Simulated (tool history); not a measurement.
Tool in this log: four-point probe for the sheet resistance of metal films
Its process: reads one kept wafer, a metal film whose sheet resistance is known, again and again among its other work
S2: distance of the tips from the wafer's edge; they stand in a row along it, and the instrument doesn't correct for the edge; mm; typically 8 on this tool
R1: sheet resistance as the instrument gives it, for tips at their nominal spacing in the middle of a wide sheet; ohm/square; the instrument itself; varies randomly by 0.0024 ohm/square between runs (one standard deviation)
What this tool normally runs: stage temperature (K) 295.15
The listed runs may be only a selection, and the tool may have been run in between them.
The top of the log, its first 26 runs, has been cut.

run 27 hour=640.8 | stage_temperature_(K)=298.15 S2=4 | R1=12.3692
run 28 hour=667.5 | stage_temperature_(K)=297.15 S2=31 | R1=11.768569
run 29 hour=699.1 | stage_temperature_(K)=295.15 S2=5 | R1=12.148879
run 30 hour=734 | stage_temperature_(K)=298.15 S2=8 | R1=11.922384
run 31 hour=757.7 | stage_temperature_(K)=298.15 S2=37 | R1=11.771937
run 32 hour=796.7 | stage_temperature_(K)=298.15 S2=37 | R1=11.773614
run 33 hour=813 | stage_temperature_(K)=298.15 S2=37 | R1=11.775244
run 34 hour=845 | stage_temperature_(K)=298.15 S2=37 | R1=11.775116
run 35 hour=864 | stage_temperature_(K)=300.15 S2=37 | R1=11.779773
run 36 hour=894.9 | stage_temperature_(K)=296.15 S2=6 | R1=12.045847
run 37 hour=917.1 | stage_temperature_(K)=299.15 S2=18 | R1=11.802261
run 38 hour=935.4 | stage_temperature_(K)=307.15 S2=4 | R1=12.396842
run 39 hour=958.6 | stage_temperature_(K)=292.15 S2=9 | R1=11.885033
run 40 hour=987.6 | stage_temperature_(K)=295.15 S2=59 | R1=11.766962
run 41 hour=1009.6 | stage_temperature_(K)=295.15 S2=31 | R1=11.772237
run 42 hour=1044 | stage_temperature_(K)=295.15 S2=31 | R1=11.782178
run 43 hour=1063.2 | stage_temperature_(K)=295.15 S2=31 | R1=11.778165
run 44 hour=1096 | stage_temperature_(K)=297.15 S2=32 | R1=11.783984
run 45 hour=1128 | stage_temperature_(K)=297.15 S2=32 | R1=11.784903

Forecast each of these 3 alternatives for the next run:
run A hour=1166.2 | stage_temperature_(K)=297.15 S2=12 | R1=?
run B hour=1166.2 | stage_temperature_(K)=296.15 S2=40 | R1=?
run C hour=1166.2 | stage_temperature_(K)=300.15 S2=30 | R1=?

run=A R1=11.845327
run=B R1=11.779944
run=C R1=11.791214
Had the tool no hidden state, the same runs would have come out as:
run=A R1=11.796036
run=B R1=11.730861
run=C R1=11.742275

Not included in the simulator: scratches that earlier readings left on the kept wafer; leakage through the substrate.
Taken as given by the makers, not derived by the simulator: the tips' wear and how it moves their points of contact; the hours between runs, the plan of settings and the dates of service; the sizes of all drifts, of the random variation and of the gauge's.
